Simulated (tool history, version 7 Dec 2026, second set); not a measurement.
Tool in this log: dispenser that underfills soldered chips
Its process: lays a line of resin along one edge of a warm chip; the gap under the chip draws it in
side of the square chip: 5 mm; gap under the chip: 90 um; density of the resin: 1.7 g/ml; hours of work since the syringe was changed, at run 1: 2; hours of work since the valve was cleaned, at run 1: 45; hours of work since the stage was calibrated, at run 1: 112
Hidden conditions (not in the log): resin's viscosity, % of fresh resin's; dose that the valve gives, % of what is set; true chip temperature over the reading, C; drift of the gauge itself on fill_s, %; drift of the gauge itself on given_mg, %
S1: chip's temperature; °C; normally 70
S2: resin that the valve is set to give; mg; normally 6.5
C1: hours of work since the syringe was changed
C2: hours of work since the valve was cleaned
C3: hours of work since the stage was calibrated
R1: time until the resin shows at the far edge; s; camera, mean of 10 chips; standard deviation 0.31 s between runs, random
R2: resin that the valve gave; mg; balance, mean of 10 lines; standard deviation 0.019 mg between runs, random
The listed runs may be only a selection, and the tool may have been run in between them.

run,hour,S1,S2,C1,C2,C3,R1,R2
1,0,70,6.5,2,45,112,8.6,6.42
2,6.1,70,6.5,7,49,116,9.4,6.46
# hour 9.2: new syringe of resin
3,10.9,70,6.92,1,52,119,7.7,6.81
4,19.6,70,6.92,7,58,125,9.7,6.81
# hour 21.9: new syringe of resin
5,26.2,70,6.92,3,62,129,8.1,6.79
# hour 34.6: new syringe of resin
6,34.9,70,6.5,0,68,135,7.8,6.37
7,42.3,70,6.5,5,73,140,9.2,6.36
8,46.4,70,6.5,8,76,142,11,6.34
# hour 47.5: new syringe of resin
9,55,70,6.5,5,81,148,9.4,6.33
# hour 60: new syringe of resin
10,60.7,70,6.5,0,85,152,7.6,6.34
11,64.5,70,5.67,3,87,154,8.5,5.52
12,71.8,70,5.56,8,92,159,11.2,5.38
# hour 72.8: new syringe of resin
13,78.2,70,5.56,4,96,163,9.6,5.38
# hour 85.4: new syringe of resin
14,86.5,70,6.5,1,102,169,7.9,6.27
15,93,68,6.5,5,106,173,10.6,6.26
# hour 98: new syringe of resin
16,98.6,68,6.5,0,110,177,8,6.28
17,106.7,85,6.46,6,115,182,4.6,6.23
# hour 110.5: new syringe of resin
18,115.6,77,6.89,3,121,188,6.6,6.63
# hour 117.3: dispensing valve cleaned and set on the balance
# hour 124.5: new syringe of resin
19,125.5,77,6.89,1,5,194,5.8,6.87
20,132.3,70,7.65,5,10,198,9.9,7.62
# hour 137: new syringe of resin
21,137.8,84,6.49,1,13,202,4.4,6.44
22,145.1,79,7.01,5,18,207,6.4,6.94
# hour 149.6: new syringe of resin
23,152.3,79,7.01,2,23,211,5,6.9
24,160.9,80,6.97,8,29,217,6.5,6.9
# hour 162: new syringe of resin
25,170.1,57,5.84,5,35,223,18.9,5.77
# hour 174.5: new syringe of resin
26,178.7,64,6.31,3,40,229,12.4,6.2
27,184.1,64,6.31,6,44,232,14.4,6.22
# hour 187: new syringe of resin
28,193.4,64,6.31,4,50,238,12.3,6.21
# hour 199.7: new syringe of resin
29,202,64,6.69,2,56,244,11,6.56
30,211.2,62,6.5,8,62,250,16.9,6.39
# hour 212.6: new syringe of resin
31,220.8,61,6.34,6,68,256,15.6,6.21

Below are 3 alternative next runs, each starting from the tool's condition after run 31. Predict each:
# hour 225.4: new syringe of resin
A,227.4,57,6.34,1,72,261,?,?
# hour 225.4: new syringe of resin
B,227.4,64,7.67,1,72,261,?,?
# hour 225.4: new syringe of resin
C,227.4,71,6.18,1,72,261,?,?

run,R1,R2
A,16.4,6.17
B,10.4,7.5
C,7.5,6.04
What these runs would have given with no unlogged condition in the tool:
run,R1,R2
A,14.2,6.32
B,9,7.68
C,6.5,6.18

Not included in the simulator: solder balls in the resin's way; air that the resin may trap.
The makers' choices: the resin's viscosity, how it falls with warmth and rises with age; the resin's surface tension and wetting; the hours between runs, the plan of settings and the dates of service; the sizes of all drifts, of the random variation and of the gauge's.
